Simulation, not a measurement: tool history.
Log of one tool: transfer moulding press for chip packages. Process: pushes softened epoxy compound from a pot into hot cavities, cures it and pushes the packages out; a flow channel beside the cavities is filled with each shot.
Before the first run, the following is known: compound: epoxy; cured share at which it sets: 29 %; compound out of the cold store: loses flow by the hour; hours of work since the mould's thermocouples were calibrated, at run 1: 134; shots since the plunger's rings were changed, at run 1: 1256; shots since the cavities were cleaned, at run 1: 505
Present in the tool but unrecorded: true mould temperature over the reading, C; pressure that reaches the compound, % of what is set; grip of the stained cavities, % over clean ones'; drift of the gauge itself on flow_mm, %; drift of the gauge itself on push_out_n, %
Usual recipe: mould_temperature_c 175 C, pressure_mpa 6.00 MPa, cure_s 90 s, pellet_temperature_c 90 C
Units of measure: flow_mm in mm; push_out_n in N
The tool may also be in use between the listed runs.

run   hour  mould_temperature_c  pressure_mpa  cure_s  pellet_temperature_c  hours of work since the mould's thermocouples were calibrated  shots since the plunger's rings were changed  shots since the cavities were cleaned  incoming compound's hours out of the cold store  flow_mm  push_out_n
  1    0.0                  175          6.00      90                    90                                                            134                                          1256                                    505                                             33.1      585         563
  2    4.8                  175          4.77      90                    90                                                            138                                          1326                                    575                                             31.6      524         558
  3    9.3                  181          4.77      90                    90                                                            141                                          1393                                    642                                             28.4      522         500
      19.8  -- cavities cleaned with cleaning compound and waxed
  4   20.8                  175          6.00      74                    90                                                            149                                          1540                                     15                                             40.8      566         517
  5   29.5                  175          6.00      74                    90                                                            155                                          1668                                    143                                             20.7      606         603
  6   37.5                  175          6.00      74                    90                                                            161                                          1786                                    261                                             11.2      622         698
  7   43.4                  175          6.00      74                    90                                                            166                                          1873                                    348                                             29.1      585         745
  8   51.1                  175          6.00      77                    90                                                            171                                          1987                                    462                                             46.8      555         701
  9   58.5                  175          6.00      77                    90                                                            177                                          2096                                    571                                             38.8      565         750
 10   67.4                  175          6.00      77                    95                                                            183                                          2226                                    701                                             44.3      554         735
      73.9  -- cavities cleaned with cleaning compound and waxed
 11   76.1                  175          6.00     126                    90                                                            189                                          2332                                     31                                             11.7      610         311
 12   80.6                  175          6.00      90                    90                                                            192                                          2399                                     98                                             22.7      588         397
 13   89.3                  180          6.00      90                    90                                                            199                                          2527                                    226                                             36.0      557         410
 14   96.2                  180          6.00      90                    81                                                            204                                          2628                                    327                                             20.9      581         427
 15  103.0                  170          5.31      71                    96                                                            209                                          2730                                    429                                             18.0      571        1201
 16  114.0                  170          5.31      71                    96                                                            217                                          2892                                    591                                             37.6      536        1318
 17  124.6                  175          5.15      90                    93                                                            225                                          3048                                    747                                             16.0      546         626
     128.6  -- plunger's sealing rings changed
     130.6  -- cavities cleaned with cleaning compound and waxed
 18  133.9                  177          5.29      95                    99                                                            229                                            57                                     49                                             24.8      572         341
 19  143.5                  179          5.55      99                    86                                                            236                                           198                                    190                                             17.2      594         375
 20  148.5                  179          5.55      99                    86                                                            239                                           271                                    263                                             23.4      581         388
     151.0  -- mould's thermocouples calibrated
 21  161.4                  176          5.32     103                    91                                                              8                                           433                                    425                                             21.9      579         471
 22  171.1                  176          5.32      90                    91                                                             15                                           575                                    567                                             18.4      582         543
 23  177.2                  177          6.00      90                    88                                                             19                                           665                                    657                                             14.3      625         571

What will run 24 give?
 24  184.0                  177          6.91     111                    94                                                             24                                           765                                    757                                             26.4        ?           ?

flow_mm: 642 mm
push_out_n: 518 N
Without the tool's hidden state the same run would have given flow_mm 651 mm, push_out_n 296 N.
